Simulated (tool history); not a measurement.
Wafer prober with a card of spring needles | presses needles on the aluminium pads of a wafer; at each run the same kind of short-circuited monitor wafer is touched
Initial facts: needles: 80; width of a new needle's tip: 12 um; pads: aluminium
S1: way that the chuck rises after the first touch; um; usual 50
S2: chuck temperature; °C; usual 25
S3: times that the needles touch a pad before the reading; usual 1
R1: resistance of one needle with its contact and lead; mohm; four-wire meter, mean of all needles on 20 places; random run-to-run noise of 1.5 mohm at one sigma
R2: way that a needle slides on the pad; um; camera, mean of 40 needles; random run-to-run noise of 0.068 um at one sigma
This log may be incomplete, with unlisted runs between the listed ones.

run	hour	S1	S2	S3	R1	R2
1	0.0	50	25	1	201	7.47
# hour 6.3: tips cleaned on abrasive film
# hour 18.8: tips cleaned on abrasive film
# hour 34.3: tips cleaned on abrasive film
2	40.2	50	25	1	195	7.39
# hour 49.6: tips cleaned on abrasive film
# hour 65.1: tips cleaned on abrasive film
# hour 80.7: tips cleaned on abrasive film
# hour 96.3: tips cleaned on abrasive film
# hour 108.7: tips cleaned on abrasive film
3	110.8	50	25	1	162	7.22
# hour 123.3: tips cleaned on abrasive film
# hour 138.8: tips cleaned on abrasive film
# hour 154.4: tips cleaned on abrasive film
# hour 169.9: tips cleaned on abrasive film
4	172.9	50	25	2	162	7.16
# hour 185.3: tips cleaned on abrasive film
# hour 200.9: tips cleaned on abrasive film
5	205.6	50	25	2	172	7.06
# hour 215.0: tips cleaned on abrasive film
# hour 227.5: tips cleaned on abrasive film
# hour 239.9: tips cleaned on abrasive film
# hour 255.5: tips cleaned on abrasive film
# hour 271.0: tips cleaned on abrasive film
# hour 283.5: tips cleaned on abrasive film
6	285.5	50	25	2	158	6.94
# hour 297.9: tips cleaned on abrasive film
# hour 313.5: tips cleaned on abrasive film
# hour 329.1: tips cleaned on abrasive film
# hour 341.5: tips cleaned on abrasive film
# hour 354.0: tips cleaned on abrasive film
7	360.7	50	102	2	192	7.05
# hour 367.0: tips cleaned on abrasive film
# hour 382.5: tips cleaned on abrasive film
# hour 395.0: tips cleaned on abrasive film
# hour 410.6: tips cleaned on abrasive film
# hour 426.1: tips cleaned on abrasive film
8	432.4	50	102	2	186	7.05
# hour 438.8: tips cleaned on abrasive film
# hour 454.3: tips cleaned on abrasive film
# hour 469.9: tips cleaned on abrasive film
# hour 476.4: height of the first contact set anew
9	477.7	50	102	2	186	7.50
# hour 484.0: tips cleaned on abrasive film
# hour 496.4: tips cleaned on abrasive film
# hour 508.9: tips cleaned on abrasive film
# hour 524.5: tips cleaned on abrasive film
10	531.1	50	102	2	192	7.47
# hour 537.4: tips cleaned on abrasive film
# hour 553.0: tips cleaned on abrasive film
# hour 568.6: tips cleaned on abrasive film
# hour 581.0: tips cleaned on abrasive film
# hour 596.6: tips cleaned on abrasive film
11	598.5	50	102	2	171	7.31
# hour 610.9: tips cleaned on abrasive film
# hour 626.5: tips cleaned on abrasive film
# hour 642.1: tips cleaned on abrasive film
# hour 654.5: tips cleaned on abrasive film
12	666.4	50	102	2	203	7.36
# hour 669.6: tips cleaned on abrasive film
# hour 682.1: tips cleaned on abrasive film
# hour 694.6: tips cleaned on abrasive film
# hour 710.1: tips cleaned on abrasive film
13	716.2	50	25	1	196	7.42
# hour 725.5: tips cleaned on abrasive film
# hour 741.1: tips cleaned on abrasive film
# hour 756.7: tips cleaned on abrasive film
14	766.5	50	25	1	232	7.22
# hour 769.6: tips cleaned on abrasive film
# hour 782.1: tips cleaned on abrasive film
# hour 797.7: tips cleaned on abrasive film
# hour 813.2: tips cleaned on abrasive film
15	815.4	50	25	1	179	7.21
# hour 827.8: tips cleaned on abrasive film
# hour 843.4: tips cleaned on abrasive film
16	850.3	50	25	1	213	7.10
# hour 856.6: tips cleaned on abrasive film
# hour 872.2: tips cleaned on abrasive film
# hour 887.7: tips cleaned on abrasive film
17	889.9	50	25	1	180	7.15
# hour 902.3: tips cleaned on abrasive film
# hour 917.9: tips cleaned on abrasive film
# hour 933.4: tips cleaned on abrasive film
# hour 949.0: tips cleaned on abrasive film
18	951.1	50	25	1	183	6.94
# hour 963.6: tips cleaned on abrasive film
# hour 976.0: tips cleaned on abrasive film
# hour 991.6: tips cleaned on abrasive film
# hour 1007.2: tips cleaned on abrasive film
# hour 1022.7: tips cleaned on abrasive film
19	1026.7	52	70	2	183	7.31
# hour 1036.0: tips cleaned on abrasive film
# hour 1048.5: tips cleaned on abrasive film
# hour 1064.1: tips cleaned on abrasive film
# hour 1079.6: tips cleaned on abrasive film
20	1083.3	52	70	2	177	7.26
# hour 1092.7: tips cleaned on abrasive film
# hour 1108.2: tips cleaned on abrasive film
21	1117.4	42	29	2	236	5.80
# hour 1123.7: tips cleaned on abrasive film
# hour 1136.2: tips cleaned on abrasive film
# hour 1151.7: tips cleaned on abrasive film
# hour 1161.3: height of the first contact set anew
# hour 1167.6: tips cleaned on abrasive film
22	1178.7	41	25	2	229	6.27

Run 23, settings as shown, results not yet in. Your forecast:
# hour 1181.9: tips cleaned on abrasive film
# hour 1194.4: tips cleaned on abrasive film
# hour 1206.9: tips cleaned on abrasive film
# hour 1222.4: tips cleaned on abrasive film
23	1226.7	41	25	2	?	?

{"run 23": {"R1": 184, "R2": 6.05}}
If the tool had no hidden condition, the same run with the same run-to-run variation would have returned R1 138 mohm, R2 6.12 um.
